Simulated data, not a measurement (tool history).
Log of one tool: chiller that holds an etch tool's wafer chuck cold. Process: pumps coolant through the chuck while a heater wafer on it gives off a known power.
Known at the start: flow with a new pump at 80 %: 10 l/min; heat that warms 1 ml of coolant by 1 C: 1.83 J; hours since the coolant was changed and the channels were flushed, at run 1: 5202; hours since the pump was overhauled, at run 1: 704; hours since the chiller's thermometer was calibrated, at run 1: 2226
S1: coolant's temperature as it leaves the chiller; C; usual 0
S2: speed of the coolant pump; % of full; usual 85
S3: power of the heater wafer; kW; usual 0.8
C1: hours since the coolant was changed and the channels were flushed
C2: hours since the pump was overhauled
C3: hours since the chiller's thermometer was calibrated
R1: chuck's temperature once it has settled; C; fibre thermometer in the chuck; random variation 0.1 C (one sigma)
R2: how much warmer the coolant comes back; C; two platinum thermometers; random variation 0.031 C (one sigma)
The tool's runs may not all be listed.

run   hour  S1  S2     S3    C1    C2    C3    R1    R2
  1      0   0  85    0.8  5202   704  2226   6.3  2.52
  2   22.6   0  85    0.8  5224   727  2249   6.3  2.47
  3   45.9   0  85    0.8  5248   750  2272   6.1  2.46
  4   68.5   0  85    0.8  5270   773  2295   6.2  2.46
  5   91.1   0  85    0.8  5293   795  2317   6.3  2.37
  6    110   0  85    0.8  5312   814  2336   6.5  2.36
  7  125.4   0  85  0.932  5327   829  2352   7.3  2.77
  8  147.9   0  85  0.932  5350   852  2374   7.4  2.81
  9  180.4   0  85  0.932  5382   884  2407   7.3  2.74
 10  212.7   0  85  0.932  5414   917  2439   7.3  2.74
 11  246.3   0  85    0.8  5448   950  2473   6.2  2.25
 12  272.9   0  94  0.542  5475   977  2499   3.9  1.29
 13  299.4   0  94  0.542  5501  1003  2526   3.9  1.33
 14  319.1  -9  71  0.869  5521  1023  2545  -1.4  2.98
 15  346.8   5  68  0.667  5549  1051  2573  10.8  2.31
     370.4  -- gauge calibrated
 16    380   0  65  0.743  5582  1084  2606     7  3.03
 17  400.7   0  65  0.743  5602  1105  2627   6.7  2.98
 18  421.1  -8  92  1.063  5623  1125  2647  -0.1  2.91
 19  444.3  -8  81  0.658  5646  1148  2671  -2.5  2.08
 20  476.8  -8  81  0.658  5679  1181  2703  -2.7  2.08
 21    503  -1  85  1.038  5705  1207  2729     7  3.09
 22  523.7   0  87  0.839  5725  1228  2750   6.4  2.38

Forecast each of these 4 alternatives for the next run:
  A  539.9   9  85  0.898  5742  1244  2766   ?   ?
  B  539.9  -5  66  0.419  5742  1244  2766   ?   ?
  C  539.9   0  85  0.632  5742  1244  2766   ?   ?
  D  539.9   0  64  0.786  5742  1244  2766   ?   ?

run    R1    R2
  A    16  2.69
  B  -1.2  1.54
  C   5.2  1.79
  D   7.4   3.1
Without the tool's hidden state the same runs would have given:
run    R1    R2
  A    16  2.82
  B  -1.2  1.67
  C   5.2  1.91
  D   7.4  3.23

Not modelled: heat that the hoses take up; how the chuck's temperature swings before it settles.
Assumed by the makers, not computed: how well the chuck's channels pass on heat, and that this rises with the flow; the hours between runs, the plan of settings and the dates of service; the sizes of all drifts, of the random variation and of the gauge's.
